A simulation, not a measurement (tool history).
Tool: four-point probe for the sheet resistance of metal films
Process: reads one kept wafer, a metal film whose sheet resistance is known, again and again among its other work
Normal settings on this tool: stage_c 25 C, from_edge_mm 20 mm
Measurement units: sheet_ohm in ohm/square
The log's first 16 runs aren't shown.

run,hour,stage_c,from_edge_mm,sheet_ohm
17,370.3,25,15,0.329615
18,394.0,25,15,0.329574
19,407.7,25,15,0.329562
20,422.1,25,15,0.329556
21,440.6,25,15,0.329635
22,462.5,25,15,0.329472
23,481.9,25,15,0.329555
24,496.3,27,7,0.330495
25,516.5,29,28,0.328882
26,544.6,23,39,0.329519
27,564.9,31,18,0.328773
28,589.9,31,18,0.328787
29,619.4,31,18,0.328782
30,639.7,19,20,0.330204
31,660.3,23,30,0.329547
32,677.1,27,16,0.329438
33,706.2,22,10,0.330327
34,734.6,22,30,0.329577
35,761.7,22,30,0.329727
36,774.3,22,30,0.329784
37,799.5,22,30,0.329782
38,815.7,29,13,0.329194
39,830.6,26,20,0.329241
40,847.7,33,4,0.332864

3 options for the next run, each taken on its own from the tool as it stands now. Forecast them:
A,867.9,19,5,?
B,867.9,27,3,?
C,867.9,22,13,?

run,sheet_ohm
A,0.332826
B,0.336727
C,0.329916
Without the tool's hidden state the same runs would have given:
run,sheet_ohm
A,0.332817
B,0.336717
C,0.329907

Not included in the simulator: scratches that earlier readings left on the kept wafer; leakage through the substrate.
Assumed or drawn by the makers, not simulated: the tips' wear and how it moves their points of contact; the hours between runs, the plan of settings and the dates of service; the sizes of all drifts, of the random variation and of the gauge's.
